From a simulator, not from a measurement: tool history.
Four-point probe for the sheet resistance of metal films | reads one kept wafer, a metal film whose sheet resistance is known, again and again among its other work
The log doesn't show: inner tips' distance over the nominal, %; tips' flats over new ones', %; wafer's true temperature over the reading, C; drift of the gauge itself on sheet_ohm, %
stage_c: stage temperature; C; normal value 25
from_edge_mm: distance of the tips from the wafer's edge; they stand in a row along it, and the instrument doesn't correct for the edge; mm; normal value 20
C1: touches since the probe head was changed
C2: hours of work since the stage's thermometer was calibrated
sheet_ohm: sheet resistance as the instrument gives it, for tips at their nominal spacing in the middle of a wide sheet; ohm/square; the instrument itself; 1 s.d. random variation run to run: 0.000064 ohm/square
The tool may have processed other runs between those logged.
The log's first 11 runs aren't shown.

run 12 day=7.454 | stage_c=25 from_edge_mm=3 | C1=35491 C2=163 | sheet_ohm=0.33334
run 13 day=8.038 | stage_c=25 from_edge_mm=3 | C1=36031 C2=170 | sheet_ohm=0.333319
run 14 day=8.946 | stage_c=25 from_edge_mm=3 | C1=36877 C2=180 | sheet_ohm=0.333296
run 15 day=9.421 | stage_c=25 from_edge_mm=3 | C1=37315 C2=185 | sheet_ohm=0.333263
run 16 day=10.35 | stage_c=25 from_edge_mm=3 | C1=38178 C2=195 | sheet_ohm=0.333205
run 17 day=11.188 | stage_c=25 from_edge_mm=3 | C1=38953 C2=204 | sheet_ohm=0.333207
run 18 day=12.2 | stage_c=25 from_edge_mm=20 | C1=39892 C2=215 | sheet_ohm=0.315845
run 19 day=12.767 | stage_c=20 from_edge_mm=20 | C1=40417 C2=221 | sheet_ohm=0.317396
-- day=12.875 stage's thermometer calibrated
run 20 day=13.554 | stage_c=22 from_edge_mm=21 | C1=41131 C2=7 | sheet_ohm=0.316821
run 21 day=14.046 | stage_c=18 from_edge_mm=4 | C1=41587 C2=13 | sheet_ohm=0.328461
run 22 day=14.746 | stage_c=34 from_edge_mm=19 | C1=42234 C2=20 | sheet_ohm=0.312633
-- day=15.175 stage's thermometer calibrated, once more
run 23 day=15.475 | stage_c=23 from_edge_mm=5 | C1=42892 C2=3 | sheet_ohm=0.322627
run 24 day=16.042 | stage_c=23 from_edge_mm=5 | C1=43417 C2=9 | sheet_ohm=0.32239
run 25 day=16.596 | stage_c=20 from_edge_mm=51 | C1=43933 C2=15 | sheet_ohm=0.317122
run 26 day=17.092 | stage_c=33 from_edge_mm=25 | C1=44392 C2=21 | sheet_ohm=0.312627
run 27 day=17.979 | stage_c=35 from_edge_mm=4 | C1=45216 C2=30 | sheet_ohm=0.321795
run 28 day=18.754 | stage_c=35 from_edge_mm=43 | C1=45935 C2=39 | sheet_ohm=0.311614
run 29 day=19.258 | stage_c=22 from_edge_mm=20 | C1=46401 C2=44 | sheet_ohm=0.316346
run 30 day=20.121 | stage_c=19 from_edge_mm=3 | C1=47200 C2=53 | sheet_ohm=0.334996
run 31 day=20.75 | stage_c=31 from_edge_mm=3 | C1=47785 C2=60 | sheet_ohm=0.330526
run 32 day=21.696 | stage_c=32 from_edge_mm=19 | C1=48662 C2=70 | sheet_ohm=0.31298
run 33 day=22.554 | stage_c=26 from_edge_mm=72 | C1=49460 C2=80 | sheet_ohm=0.31462
run 34 day=23.154 | stage_c=34 from_edge_mm=4 | C1=50016 C2=86 | sheet_ohm=0.321816
run 35 day=24.142 | stage_c=22 from_edge_mm=41 | C1=50932 C2=97 | sheet_ohm=0.31588

What if the next run were any one of these 5? Each begins from the tool's condition after run 35:
run A day=24.733 | stage_c=25 from_edge_mm=27 | C1=51481 C2=103 | sheet_ohm=?
run B day=24.733 | stage_c=23 from_edge_mm=10 | C1=51481 C2=103 | sheet_ohm=?
run C day=24.733 | stage_c=25 from_edge_mm=7 | C1=51481 C2=103 | sheet_ohm=?
run D day=24.733 | stage_c=20 from_edge_mm=3 | C1=51481 C2=103 | sheet_ohm=?
run E day=24.733 | stage_c=21 from_edge_mm=6 | C1=51481 C2=103 | sheet_ohm=?

run=A sheet_ohm=0.314922
run=B sheet_ohm=0.317155
run=C sheet_ohm=0.31818
run=D sheet_ohm=0.334334
run=E sheet_ohm=0.320703
What these runs would have given with no unlogged condition in the tool:
run=A sheet_ohm=0.318022
run=B sheet_ohm=0.320275
run=C sheet_ohm=0.321309
run=D sheet_ohm=0.337609
run=E sheet_ohm=0.323855
